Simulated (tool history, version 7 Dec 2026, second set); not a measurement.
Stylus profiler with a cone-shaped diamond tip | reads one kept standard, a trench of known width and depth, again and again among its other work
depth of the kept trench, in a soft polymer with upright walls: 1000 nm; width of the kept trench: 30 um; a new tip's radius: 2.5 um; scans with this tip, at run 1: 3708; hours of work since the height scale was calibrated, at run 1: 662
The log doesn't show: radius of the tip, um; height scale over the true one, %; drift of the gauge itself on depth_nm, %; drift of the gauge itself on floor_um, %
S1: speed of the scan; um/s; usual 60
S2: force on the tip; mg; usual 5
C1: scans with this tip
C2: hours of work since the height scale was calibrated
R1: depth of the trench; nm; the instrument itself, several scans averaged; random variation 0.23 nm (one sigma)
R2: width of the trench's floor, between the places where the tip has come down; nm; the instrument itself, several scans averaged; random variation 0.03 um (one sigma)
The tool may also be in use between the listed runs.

| run | hour | S1 | S2 | C1 | C2 | R1 | R2 |
|---|---|---|---|---|---|---|---|
| 1 | 0 | 60 | 5 | 3708 | 662 | 1015.9 | 25580 |
| 2 | 11.8 | 60 | 5 | 3761 | 671 | 1015.79 | 25640 |
| 3 | 37.3 | 22 | 5 | 3876 | 691 | 1015.44 | 25710 |
| 4 | 60.8 | 22 | 5 | 3981 | 710 | 1015.69 | 25700 |
| 5 | 80.4 | 22 | 5 | 4069 | 726 | 1015.9 | 25740 |
| 6 | 100.4 | 86 | 5 | 4159 | 742 | 1015.7 | 25560 |
| 7 | 116.9 | 60 | 5 | 4232 | 755 | 1015.86 | 25630 |
| 8 | 134 | 60 | 5 | 4309 | 769 | 1015.81 | 25570 |
| 9 | 156.4 | 60 | 5 | 4410 | 787 | 1016.25 | 25560 |
| 10 | 175.5 | 60 | 5 | 4495 | 802 | 1015.63 | 25580 |
| 11 | 189.4 | 83 | 5 | 4558 | 813 | 1016.02 | 25440 |
| 12 | 215.4 | 83 | 5 | 4674 | 834 | 1015.81 | 25450 |
| 13 | 228.4 | 60 | 5 | 4733 | 844 | 1015.74 | 25540 |
| 14 | 254.3 | 60 | 5 | 4849 | 865 | 1015.69 | 25540 |
| 15 | 274.6 | 60 | 7.81 | 4940 | 881 | 1021.56 | 25610 |
| 16 | 288.7 | 60 | 9.33 | 5003 | 893 | 1023.64 | 25590 |
| 17 | 304 | 60 | 9.33 | 5071 | 905 | 1023.48 | 25560 |
| 18 | 320.5 | 60 | 9.33 | 5146 | 918 | 1023.84 | 25590 |
| 19 | 335.6 | 60 | 9.33 | 5213 | 930 | 1024.06 | 25570 |
| 20 | 351 | 22 | 9.33 | 5282 | 942 | 1023.81 | 25700 |
| 21 | 372.8 | 22 | 9.33 | 5380 | 960 | 1023.61 | 25660 |
| 22 | 393.3 | 22 | 9.33 | 5472 | 976 | 1023.87 | 25600 |
| 23 | 417.8 | 22 | 9.33 | 5582 | 996 | 1023.91 | 25640 |
| 24 | 435.6 | 60 | 5 | 5662 | 1010 | 1016.44 | 25530 |
| 25 | 456.2 | 60 | 5 | 5754 | 1027 | 1015.92 | 25530 |
| 26 | 471.4 | 54 | 6.86 | 5822 | 1039 | 1019.54 | 25550 |
| 27 | 490.8 | 54 | 6.86 | 5909 | 1054 | 1019.29 | 25510 |
| 28 | 511.6 | 29 | 4.86 | 6002 | 1071 | 1016.05 | 25610 |
| 29 | 531.4 | 29 | 4.86 | 6091 | 1087 | 1016.11 | 25630 |
| 30 | 544.3 | 66 | 2.55 | 6149 | 1097 | 1011.11 | 25390 |
| 31 | 567.8 | 66 | 2.55 | 6255 | 1116 | 1010.86 | 25290 |
| 32 | 578.5 | 15 | 4.18 | 6302 | 1124 | 1014.63 | 25580 |
| 33 | 592.1 | 15 | 4.18 | 6364 | 1135 | 1014.46 | 25590 |
| 34 | 603.6 | 15 | 4.18 | 6415 | 1144 | 1014.83 | 25570 |
| 35 | 619.4 | 60 | 7.04 | 6486 | 1157 | 1020.28 | 25460 |
| 36 | 637.8 | 63 | 3.59 | 6568 | 1172 | 1013.69 | 25460 |
| 37 | 652.6 | 192 | 4.22 | 6635 | 1184 | 1014.87 | 24970 |
| 38 | 663.6 | 192 | 4.22 | 6684 | 1192 | 1014.65 | 24950 |
| 39 | 677.7 | 192 | 4.22 | 6747 | 1204 | 1015.06 | 24920 |
| 40 | 702 | 54 | 10.23 | 6856 | 1223 | 1025.45 | 25470 |
| 41 | 717 | 54 | 10.23 | 6924 | 1235 | 1025.82 | 25530 |
| 42 | 740.6 | 54 | 10.23 | 7030 | 1254 | 1025.61 | 25480 |
| 43 | 761.2 | 54 | 10.23 | 7122 | 1271 | 1025.47 | 25470 |
| 44 | 783.8 | 97 | 5.53 | 7223 | 1289 | 1017.64 | 25300 |
| 45 | 795.3 | 31 | 13.67 | 7275 | 1298 | 1030.39 | 25500 |
| 46 | 820.5 | 31 | 13.67 | 7388 | 1318 | 1030.6 | 25550 |
| 47 | 840.3 | 31 | 13.67 | 7477 | 1334 | 1031.12 | 25600 |

Measured less the same run without the tool's hidden state. The same run-to-run variation is in both; the gauge's scatter may not be:
| run | R1 | R2 |
|---|---|---|
| 1 | +0.99 | -190 |
| 2 | +1.01 | -190 |
| 3 | +1.04 | -200 |
| 4 | +1.07 | -200 |
| 5 | +1.09 | -210 |
| 6 | +1.12 | -210 |
| 7 | +1.14 | -220 |
| 8 | +1.17 | -220 |
| 9 | +1.19 | -230 |
| 10 | +1.22 | -240 |
| 11 | +1.24 | -240 |
| 12 | +1.27 | -250 |
| 13 | +1.29 | -250 |
| 14 | +1.32 | -250 |
| 15 | +1.35 | -260 |
| 16 | +1.37 | -270 |
| 17 | +1.4 | -260 |
| 18 | +1.42 | -270 |
| 19 | +1.44 | -270 |
| 20 | +1.45 | -280 |
| 21 | +1.49 | -280 |
| 22 | +1.52 | -290 |
| 23 | +1.55 | -300 |
| 24 | +1.56 | -300 |
| 25 | +1.58 | -300 |
| 26 | +1.61 | -310 |
| 27 | +1.63 | -320 |
| 28 | +1.66 | -320 |
| 29 | +1.69 | -320 |
| 30 | +1.7 | -330 |
| 31 | +1.72 | -330 |
| 32 | +1.74 | -340 |
| 33 | +1.76 | -340 |
| 34 | +1.78 | -340 |
| 35 | +1.81 | -340 |
| 36 | +1.82 | -350 |
| 37 | +1.84 | -350 |
| 38 | +1.85 | -350 |
| 39 | +1.88 | -360 |
| 40 | +1.93 | -370 |
| 41 | +1.95 | -370 |
| 42 | +1.98 | -370 |
| 43 | +2 | -380 |
| 44 | +2.02 | -380 |
| 45 | +2.06 | -390 |
| 46 | +2.09 | -390 |
| 47 | +2.12 | -400 |
